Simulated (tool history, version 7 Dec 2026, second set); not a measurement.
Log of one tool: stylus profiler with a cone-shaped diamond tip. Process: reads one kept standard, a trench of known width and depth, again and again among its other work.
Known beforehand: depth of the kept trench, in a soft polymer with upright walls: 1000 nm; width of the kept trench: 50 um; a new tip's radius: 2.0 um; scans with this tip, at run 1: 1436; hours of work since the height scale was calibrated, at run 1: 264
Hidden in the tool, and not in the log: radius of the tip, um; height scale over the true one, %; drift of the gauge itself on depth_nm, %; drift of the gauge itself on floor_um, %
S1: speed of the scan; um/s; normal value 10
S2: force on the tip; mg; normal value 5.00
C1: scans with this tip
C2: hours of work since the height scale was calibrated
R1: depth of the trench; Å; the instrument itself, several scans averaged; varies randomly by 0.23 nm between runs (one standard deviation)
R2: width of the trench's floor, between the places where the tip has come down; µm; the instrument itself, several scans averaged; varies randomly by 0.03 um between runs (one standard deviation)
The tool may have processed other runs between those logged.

| run | hour | S1 | S2 | C1 | C2 | R1 | R2 |
|---|---|---|---|---|---|---|---|
| 1 | 0.0 | 10 | 5.00 | 1436 | 264 | 10220.0 | 46.47 |
| 2 | 19.3 | 10 | 5.00 | 1492 | 274 | 10219.0 | 46.45 |
| 3 | 34.6 | 10 | 5.00 | 1537 | 283 | 10216.7 | 46.41 |
| 4 | 67.0 | 10 | 5.00 | 1632 | 300 | 10219.2 | 46.45 |
| 5 | 101.4 | 10 | 5.00 | 1733 | 319 | 10219.3 | 46.44 |
| 6 | 129.7 | 35 | 5.00 | 1815 | 334 | 10217.3 | 46.37 |
| 7 | 163.8 | 35 | 5.00 | 1915 | 352 | 10213.2 | 46.37 |
| 8 | 178.4 | 10 | 5.00 | 1958 | 360 | 10210.9 | 46.39 |
| 9 | 211.4 | 10 | 5.00 | 2054 | 378 | 10212.1 | 46.46 |
| 10 | 244.6 | 10 | 5.00 | 2152 | 396 | 10211.8 | 46.43 |
| 11 | 274.4 | 10 | 5.00 | 2239 | 412 | 10213.5 | 46.47 |
| 12 | 305.9 | 10 | 5.00 | 2331 | 429 | 10206.7 | 46.40 |
| 13 | 338.2 | 10 | 5.00 | 2426 | 446 | 10208.2 | 46.40 |
| 14 | 352.6 | 10 | 5.00 | 2468 | 454 | 10207.1 | 46.41 |
| 15 | 380.1 | 10 | 8.65 | 2548 | 469 | 10315.8 | 46.42 |
| 16 | 404.0 | 10 | 8.65 | 2618 | 482 | 10309.2 | 46.40 |
| 17 | 429.4 | 10 | 8.65 | 2692 | 495 | 10310.6 | 46.39 |
| 18 | 463.5 | 7 | 5.00 | 2792 | 514 | 10207.8 | 46.35 |
| 19 | 483.4 | 10 | 5.00 | 2851 | 524 | 10206.3 | 46.36 |
| 20 | 499.2 | 10 | 5.00 | 2897 | 533 | 10204.2 | 46.37 |
| 21 | 532.9 | 5 | 9.81 | 2995 | 551 | 10339.2 | 46.35 |
| 22 | 563.0 | 18 | 2.53 | 3083 | 567 | 10119.4 | 46.31 |
| 23 | 587.0 | 26 | 2.70 | 3154 | 580 | 10125.4 | 46.32 |
| 24 | 601.0 | 29 | 1.83 | 3195 | 588 | 10087.8 | 46.30 |
| 25 | 628.9 | 8 | 9.87 | 3276 | 603 | 10337.8 | 46.38 |
| 26 | 646.7 | 8 | 9.87 | 3329 | 612 | 10337.5 | 46.32 |
| 27 | 670.9 | 17 | 12.89 | 3399 | 625 | 10411.7 | 46.32 |
| 28 | 702.1 | 25 | 2.59 | 3490 | 642 | 10120.0 | 46.24 |
| 29 | 721.5 | 5 | 7.43 | 3547 | 652 | 10274.1 | 46.32 |
| 30 | 753.6 | 17 | 4.28 | 3641 | 670 | 10178.7 | 46.28 |
| 31 | 786.2 | 16 | 1.82 | 3737 | 687 | 10087.2 | 46.28 |
| 32 | 800.2 | 3 | 2.88 | 3778 | 695 | 10125.7 | 46.23 |
| 33 | 818.9 | 2 | 2.88 | 3832 | 705 | 10127.4 | 46.28 |
| 34 | 834.1 | 28 | 5.00 | 3877 | 713 | 10200.9 | 46.26 |
| 35 | 865.8 | 3 | 3.31 | 3970 | 730 | 10137.7 | 46.29 |
| 36 | 885.1 | 34 | 6.10 | 4026 | 740 | 10229.1 | 46.22 |
| 37 | 914.3 | 37 | 3.19 | 4112 | 756 | 10136.6 | 46.15 |

Forecast each of these 3 alternatives for the next run:
| A | 942.5 | 37 | 2.81 | 4194 | 771 | ? | ? |
| B | 942.5 | 14 | 14.99 | 4194 | 771 | ? | ? |
| C | 942.5 | 6 | 1.73 | 4194 | 771 | ? | ? |

| run | R1 | R2 |
|---|---|---|
| A | 10119.9 | 46.25 |
| B | 10453.5 | 46.29 |
| C | 10073.5 | 46.29 |
Without the tool's hidden state the same runs would have given:
| run | R1 | R2 |
|---|---|---|
| A | 10158.5 | 46.50 |
| B | 10493.4 | 46.53 |
| C | 10111.9 | 46.53 |

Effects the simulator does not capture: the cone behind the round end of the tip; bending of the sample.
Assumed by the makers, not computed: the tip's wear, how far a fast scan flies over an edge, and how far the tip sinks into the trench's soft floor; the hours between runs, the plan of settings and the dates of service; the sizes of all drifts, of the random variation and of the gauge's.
